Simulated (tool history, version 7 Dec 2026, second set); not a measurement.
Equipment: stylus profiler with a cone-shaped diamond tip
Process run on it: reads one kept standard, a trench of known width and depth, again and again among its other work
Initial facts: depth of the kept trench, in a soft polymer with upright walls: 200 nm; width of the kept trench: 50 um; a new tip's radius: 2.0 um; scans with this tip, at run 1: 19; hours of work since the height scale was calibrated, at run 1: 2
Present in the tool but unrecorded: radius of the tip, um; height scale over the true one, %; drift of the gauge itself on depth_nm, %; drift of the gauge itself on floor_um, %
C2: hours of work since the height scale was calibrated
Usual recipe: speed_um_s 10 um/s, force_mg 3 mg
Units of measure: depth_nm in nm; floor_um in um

Run 1, day 0: usual settings; scans with this tip 19; C2 2. Result: depth_nm 201.93 nm, floor_um 48.24 um.
Run 2, day 1.058: usual settings but force_mg 8.83 mg; scans with this tip 157; C2 17. Result: depth_nm 203.82 nm, floor_um 48.24 um.
Run 3, day 1.696: usual settings but force_mg 8.83 mg; scans with this tip 241; C2 25. Result: depth_nm 203.91 nm, floor_um 48.2 um.
Run 4, day 3.079: usual settings; scans with this tip 421; C2 44. Result: depth_nm 201.94 nm, floor_um 48.19 um.
Run 5, day 3.75: usual settings; scans with this tip 509; C2 53. Result: depth_nm 202 nm, floor_um 48.15 um.
Run 6, day 4.767: usual settings but speed_um_s 33 um/s; scans with this tip 642; C2 67. Result: depth_nm 201.97 nm, floor_um 48.03 um.
Run 7, day 5.875: usual settings but speed_um_s 2 um/s, force_mg 5.22 mg; scans with this tip 786; C2 83. Result: depth_nm 202.71 nm, floor_um 48.16 um.
At day 5.988: height scale calibrated on a step standard.
Run 8, day 6.529: usual settings but speed_um_s 11 um/s, force_mg 4.71 mg; scans with this tip 869; C2 7. Result: depth_nm 202.75 nm, floor_um 48.13 um.
Run 9, day 7.625: usual settings but speed_um_s 3 um/s, force_mg 5.01 mg; scans with this tip 1012; C2 22. Result: depth_nm 202.78 nm, floor_um 48.11 um.
Run 10, day 9.008: usual settings but speed_um_s 5 um/s, force_mg 2.78 mg; scans with this tip 1192; C2 41. Result: depth_nm 201.94 nm, floor_um 48.1 um.
Run 11, day 10.092: usual settings but speed_um_s 30 um/s, force_mg 8.62 mg; scans with this tip 1334; C2 56. Result: depth_nm 203.92 nm, floor_um 48.05 um.

The logged runs with the hidden state left out (each run's random variation unchanged):
run  depth_nm  floor_um
  1    201.82     48.25
  2    203.71     48.27
  3    203.79     48.23
  4    201.82     48.24
  5    201.88      48.2
  6    201.85      48.1
  7    202.57     48.24
  8    202.52     48.21
  9    202.54     48.21
 10     201.7     48.21
 11    203.67     48.17

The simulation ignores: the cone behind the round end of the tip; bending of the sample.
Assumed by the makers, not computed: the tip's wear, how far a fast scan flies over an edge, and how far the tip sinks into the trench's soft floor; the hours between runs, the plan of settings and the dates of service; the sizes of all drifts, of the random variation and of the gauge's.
